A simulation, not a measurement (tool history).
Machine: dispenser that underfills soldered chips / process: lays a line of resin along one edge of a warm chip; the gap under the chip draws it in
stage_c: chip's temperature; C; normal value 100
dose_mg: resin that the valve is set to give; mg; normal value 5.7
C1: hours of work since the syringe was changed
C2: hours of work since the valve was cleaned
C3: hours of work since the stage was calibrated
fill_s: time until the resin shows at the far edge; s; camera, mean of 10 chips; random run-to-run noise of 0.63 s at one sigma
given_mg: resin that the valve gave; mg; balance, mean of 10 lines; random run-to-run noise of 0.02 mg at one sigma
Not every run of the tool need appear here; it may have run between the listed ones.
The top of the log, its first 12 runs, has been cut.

{"hour": 105.5, "done": "new syringe of resin"}
{"run": 13, "hour": 108.7, "stage_c": 100, "dose_mg": 5.92, "C1": 2, "C2": 65, "C3": 394, "fill_s": 57.8, "given_mg": 5.74}
{"run": 14, "hour": 118.1, "stage_c": 100, "dose_mg": 5.92, "C1": 8, "C2": 71, "C3": 399, "fill_s": 77.4, "given_mg": 5.75}
{"hour": 119.1, "done": "new syringe of resin"}
{"run": 15, "hour": 126.8, "stage_c": 100, "dose_mg": 5.92, "C1": 5, "C2": 76, "C3": 405, "fill_s": 65, "given_mg": 5.76}
{"hour": 132.3, "done": "new syringe of resin"}
{"run": 16, "hour": 139.1, "stage_c": 100, "dose_mg": 5.92, "C1": 4, "C2": 84, "C3": 412, "fill_s": 65, "given_mg": 5.72}
{"hour": 146.3, "done": "new syringe of resin"}
{"run": 17, "hour": 149.6, "stage_c": 100, "dose_mg": 5.92, "C1": 2, "C2": 90, "C3": 418, "fill_s": 57.5, "given_mg": 5.67}
{"hour": 159.4, "done": "new syringe of resin"}
{"run": 18, "hour": 159.4, "stage_c": 99, "dose_mg": 6.35, "C1": 0, "C2": 96, "C3": 424, "fill_s": 53.7, "given_mg": 6.05}
{"run": 19, "hour": 166.1, "stage_c": 96, "dose_mg": 6.21, "C1": 4, "C2": 100, "C3": 428, "fill_s": 73.8, "given_mg": 5.89}
{"hour": 173.5, "done": "new syringe of resin"}
{"run": 20, "hour": 177.0, "stage_c": 115, "dose_mg": 6.7, "C1": 2, "C2": 107, "C3": 435, "fill_s": 34.7, "given_mg": 6.34}
{"hour": 183.2, "done": "dispensing valve cleaned and set on the balance"}
{"run": 21, "hour": 184.8, "stage_c": 86, "dose_mg": 5.1, "C1": 6, "C2": 1, "C3": 439, "fill_s": 122.8, "given_mg": 5.07}
{"hour": 188.1, "done": "new syringe of resin"}
{"run": 22, "hour": 190.9, "stage_c": 86, "dose_mg": 5.1, "C1": 2, "C2": 5, "C3": 442, "fill_s": 93.4, "given_mg": 5.08}
{"run": 23, "hour": 198.9, "stage_c": 86, "dose_mg": 5.1, "C1": 7, "C2": 9, "C3": 447, "fill_s": 122.8, "given_mg": 5.08}
{"hour": 201.8, "done": "new syringe of resin"}
{"run": 24, "hour": 205.8, "stage_c": 95, "dose_mg": 7.09, "C1": 2, "C2": 14, "C3": 451, "fill_s": 67.2, "given_mg": 7.02}

Expected results for the next run?
{"run": 25, "hour": 211.9, "stage_c": 112, "dose_mg": 4.84, "C1": 6, "C2": 17, "C3": 455, "fill_s": "?", "given_mg": "?"}

{"run 25": {"fill_s": 48, "given_mg": 4.78}}
Had the tool carried no hidden state, the very same run would have given fill_s 38.4 s, given_mg 4.83 mg.
